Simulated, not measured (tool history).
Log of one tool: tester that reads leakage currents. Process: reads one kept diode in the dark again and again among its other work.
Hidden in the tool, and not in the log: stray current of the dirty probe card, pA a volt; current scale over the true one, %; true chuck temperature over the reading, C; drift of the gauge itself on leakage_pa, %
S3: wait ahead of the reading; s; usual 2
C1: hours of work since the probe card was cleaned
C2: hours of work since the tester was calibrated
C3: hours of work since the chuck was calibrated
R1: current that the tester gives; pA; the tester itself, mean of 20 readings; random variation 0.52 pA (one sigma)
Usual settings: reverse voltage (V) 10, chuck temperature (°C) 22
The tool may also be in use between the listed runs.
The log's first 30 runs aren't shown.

run 31 hour=955.5 | reverse_voltage_(V)=10 chuck_temperature_(°C)=29 S3=2 | C1=153 C2=925 C3=1049 | R1=386.12
run 32 hour=988.4 | reverse_voltage_(V)=11.7 chuck_temperature_(°C)=31 S3=0.47 | C1=170 C2=941 C3=1066 | R1=509.85
run 33 hour=1015 | reverse_voltage_(V)=15.8 chuck_temperature_(°C)=53 S3=0.67 | C1=184 C2=955 C3=1079 | R1=3721.31
run 34 hour=1035.2 | reverse_voltage_(V)=15.8 chuck_temperature_(°C)=53 S3=0.67 | C1=194 C2=965 C3=1090 | R1=3715.46
run 35 hour=1065.4 | reverse_voltage_(V)=10 chuck_temperature_(°C)=21 S3=1.09 | C1=210 C2=981 C3=1105 | R1=186.47
run 36 hour=1098.2 | reverse_voltage_(V)=1.1 chuck_temperature_(°C)=22 S3=0.58 | C1=227 C2=998 C3=1122 | R1=69.08
run 37 hour=1130 | reverse_voltage_(V)=15.2 chuck_temperature_(°C)=33 S3=0.58 | C1=243 C2=1014 C3=1138 | R1=692.34
run 38 hour=1164.8 | reverse_voltage_(V)=5.9 chuck_temperature_(°C)=52 S3=7.2 | C1=261 C2=1032 C3=1156 | R1=2142.37
run 39 hour=1197.6 | reverse_voltage_(V)=1.2 chuck_temperature_(°C)=54 S3=2 | C1=278 C2=1049 C3=1173 | R1=1157.79
run 40 hour=1226.1 | reverse_voltage_(V)=10 chuck_temperature_(°C)=40 S3=5.47 | C1=292 C2=1063 C3=1188 | R1=1037.78

3 ways to go on from here, each from the tool as it stands after run 40. What would each give?
run A hour=1264.7 | reverse_voltage_(V)=10 chuck_temperature_(°C)=22 S3=4.33 | C1=312 C2=1083 C3=1207 | R1=?
run B hour=1264.7 | reverse_voltage_(V)=5.8 chuck_temperature_(°C)=32 S3=5.47 | C1=312 C2=1083 C3=1207 | R1=?
run C hour=1264.7 | reverse_voltage_(V)=1.7 chuck_temperature_(°C)=22 S3=2 | C1=312 C2=1083 C3=1207 | R1=?

run=A R1=205.61
run=B R1=393.63
run=C R1=86.8
Without the tool's hidden state the same runs would have given:
run=A R1=171.59
run=B R1=334.16
run=C R1=72.87
